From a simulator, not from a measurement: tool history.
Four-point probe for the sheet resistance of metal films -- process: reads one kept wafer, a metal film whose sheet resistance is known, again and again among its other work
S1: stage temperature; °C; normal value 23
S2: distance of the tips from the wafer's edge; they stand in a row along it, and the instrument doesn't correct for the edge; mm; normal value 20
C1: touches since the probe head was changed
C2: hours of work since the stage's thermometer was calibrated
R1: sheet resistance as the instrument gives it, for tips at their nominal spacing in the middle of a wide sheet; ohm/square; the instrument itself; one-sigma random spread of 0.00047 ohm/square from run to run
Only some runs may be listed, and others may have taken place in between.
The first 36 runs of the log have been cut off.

run   hour  S1  S2     C1    C2        R1
 37  766.5  32   8  28496   943  2.328951
 38    794  32   8  29252   964  2.328938
 39  819.2  31  14  29949   983  2.326141
 40  834.2  22  14  30363   994  2.336263
 41  864.3  22  14  31193  1017   2.33643
 42  882.5  25   4  31696  1031   2.35168
 43  912.2  22  31  32515  1053  2.334614
 44  928.2  21  10  32958  1066  2.339634

Predict each of these 3 candidate next runs independently; none follows another, all start after run 44:
  A  946.5  18  43  33461  1079   ?
  B  946.5  19  32  33461  1079   ?
  C  946.5  21  69  33461  1079   ?

run        R1
  A  2.339174
  B   2.33877
  C  2.335674
Stripped of hidden state, with their random variation kept, the same runs would have yielded:
run        R1
  A  2.339162
  B  2.338758
  C  2.335662
